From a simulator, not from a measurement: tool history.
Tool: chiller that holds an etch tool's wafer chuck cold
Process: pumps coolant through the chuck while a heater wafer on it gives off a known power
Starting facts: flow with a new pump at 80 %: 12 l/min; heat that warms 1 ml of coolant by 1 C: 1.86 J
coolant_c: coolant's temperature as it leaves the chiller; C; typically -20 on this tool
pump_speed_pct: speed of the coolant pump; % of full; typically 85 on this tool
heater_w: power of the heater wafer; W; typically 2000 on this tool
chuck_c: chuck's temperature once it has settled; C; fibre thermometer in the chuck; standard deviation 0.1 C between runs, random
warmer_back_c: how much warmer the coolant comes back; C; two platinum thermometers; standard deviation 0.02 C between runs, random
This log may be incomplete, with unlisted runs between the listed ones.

run,hour,coolant_c,pump_speed_pct,heater_w,chuck_c,warmer_back_c
1,0,-20,85,2000,-8.1,5.07
2,88.1,-20,85,2000,-8,5.17
3,239.8,-20,85,1534,-10.8,3.96
4,367.8,-20,85,1534,-10.7,3.97
5,475.8,-29,85,1534,-19.8,3.95
6,619.6,-29,85,1534,-19.6,3.93
7,775.6,-25,85,1534,-15.9,3.99
8,854.7,-20,85,1596,-10.5,4.12
9,926.4,-20,85,1596,-10.7,4.2
10,1043.7,-20,85,1596,-10.4,4.15
11,1201.4,-20,85,2000,-7.9,5.25
12,1301.7,-20,85,1047,-13.9,2.83
13,1393.1,-20,85,2000,-7.9,5.28
14,1474.4,-20,85,2000,-8.1,5.26
15,1597.2,-20,69,2000,-6.4,6.5
16,1758.5,-20,85,1141,-13.4,3.15
17,1914.2,-28,85,2022,-15.9,5.39
18,2040,-17,70,2000,-3.3,6.48
19,2173.5,-15,83,2905,2.6,7.84
20,2244,-15,92,1372,-7.2,3.51
21,2389.7,-16,60,2704,4.7,10.12
22,2455.5,-29,96,1293,-22,3.27
23,2521.8,-24,84,1293,-16.5,3.67
24,2623.2,-24,84,1293,-16.3,3.72
25,2736.7,-24,84,1293,-16.3,3.69
26,2814,-24,78,1736,-12.9,5.21
27,2916.3,-24,78,1736,-12.9,5.24
28,3010.8,-20,84,2542,-4.7,6.97
29,3093.1,-20,84,2542,-4.8,7.01
30,3218.6,-20,85,1681,-9.9,4.77
31,3289.9,-21,85,1644,-11.3,4.66
32,3426.1,-13,79,1835,-1.4,4.99

Not shown here: 4 entries made in the log between runs. Locate each between two listed runs and compare the hidden state at the listed run before it with the hidden state at the listed run after it:
In the gap between runs 5 and 6: coolant pump overhauled (hour 598)
  flow at a given pump speed, % of a new pump's: 99.8 -> 100; drift of the gauge itself on warmer_back_c, C: 0.07 -> 0.09
  measured minus no-state result, warmer_back_c: +0.08 -> +0.09 C
In the gap between runs 20 and 21: chiller's thermometer calibrated (hour 2285.7); coolant changed, channels flushed (hour 2354.6)
  heat passed by the chuck's channels, % of clean ones': 99.7 -> 100; flow at a given pump speed, % of a new pump's: 100 -> 99.9; coolant's true temperature over the reading, C: -0.01 -> 0; drift of the gauge itself on warmer_back_c, C: 0.33 -> 0.35
  measured minus no-state result, warmer_back_c: +0.33 -> +0.36 C
In the gap between runs 31 and 32: gauge calibrated (hour 3418.3)
  drift of the gauge itself on warmer_back_c, C: 0.48 -> 0
  measured minus no-state result, warmer_back_c: +0.49 -> +0 C

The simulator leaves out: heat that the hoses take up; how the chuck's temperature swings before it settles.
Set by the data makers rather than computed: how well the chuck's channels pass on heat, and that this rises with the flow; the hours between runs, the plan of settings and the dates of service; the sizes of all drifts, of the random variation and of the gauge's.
